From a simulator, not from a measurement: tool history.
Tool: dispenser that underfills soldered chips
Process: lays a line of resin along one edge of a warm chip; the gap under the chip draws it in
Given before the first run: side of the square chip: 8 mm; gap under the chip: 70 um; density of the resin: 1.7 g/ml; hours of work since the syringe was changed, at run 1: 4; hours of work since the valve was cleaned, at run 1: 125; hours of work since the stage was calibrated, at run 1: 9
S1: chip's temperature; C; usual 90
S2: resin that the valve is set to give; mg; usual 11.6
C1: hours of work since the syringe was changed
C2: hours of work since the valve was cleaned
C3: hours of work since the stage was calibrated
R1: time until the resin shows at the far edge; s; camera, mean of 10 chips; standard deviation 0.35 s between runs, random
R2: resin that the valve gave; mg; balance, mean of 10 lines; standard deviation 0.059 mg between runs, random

run  hour   S1    S2  C1   C2  C3    R1     R2
  1   0.0   90  11.6   4  125   9  24.7  10.81
  2   5.8   90  10.8   8  129  13  34.3  10.07
     10.0  -- new syringe of resin
  3  13.7   90  10.8   3  134  18  21.9  10.03
  4  18.2   90  10.8   6  137  21  27.0  10.07
  5  21.9   90  11.6   8  140  24  32.8  10.75
     26.1  -- new syringe of resin
  6  28.9   90  11.6   2  145  29  20.8  10.79
     33.0  -- dispensing valve cleaned and set on the balance
  7  33.2   90  11.6   4    0  31  24.0  11.61
  8  39.8   90  11.6   9    5  36  33.9  11.57
     43.6  -- new syringe of resin
  9  45.8   90  11.6   2    9  40  20.6  11.66
 10  52.2   76  11.6   6   13  44  46.9  11.60
 11  56.7   76  11.6   9   16  47  58.7  11.53
     59.5  -- new syringe of resin
 12  61.6  103  10.9   1   20  51  13.5  10.90
 13  67.6  103  10.9   6   24  55  18.1  10.89
 14  72.0  103  10.9   9   27  58  21.8  10.76
     75.6  -- new syringe of resin
 15  79.1   82  12.3   2   32  63  28.5  12.04
 16  83.0   82  12.3   5   35  66  34.9  12.10
 17  88.4   95  13.3   9   38  69  28.3  12.97
     91.9  -- new syringe of resin
 18  96.4  100  13.0   3   44  75  15.1  12.73
 19  99.8   78  14.0   6   46  77  41.1  13.71

Per-run results on a tool with no hidden state, each run keeping its own random variation:
Hidden state present: resin's viscosity, % of fresh resin's; dose that the valve gives, % of what is set; true chip temperature over the reading, C; drift of the gauge itself on fill_s, %; drift of the gauge itself on given_mg, %.
run    R1     R2
  1  18.3  11.54
  2  19.5  10.78
  3  18.3  10.77
  4  18.1  10.82
  5  18.8  11.57
  6  18.4  11.64
  7  18.5  11.60
  8  19.3  11.59
  9  18.6  11.69
 10  31.2  11.67
 11  31.7  11.61
 12  12.2  10.99
 13  12.4  11.01
 14  12.1  10.89
 15  24.5  12.21
 16  24.9  12.30
 17  15.8  13.20
 18  12.5  12.99
 19  29.2  14.00

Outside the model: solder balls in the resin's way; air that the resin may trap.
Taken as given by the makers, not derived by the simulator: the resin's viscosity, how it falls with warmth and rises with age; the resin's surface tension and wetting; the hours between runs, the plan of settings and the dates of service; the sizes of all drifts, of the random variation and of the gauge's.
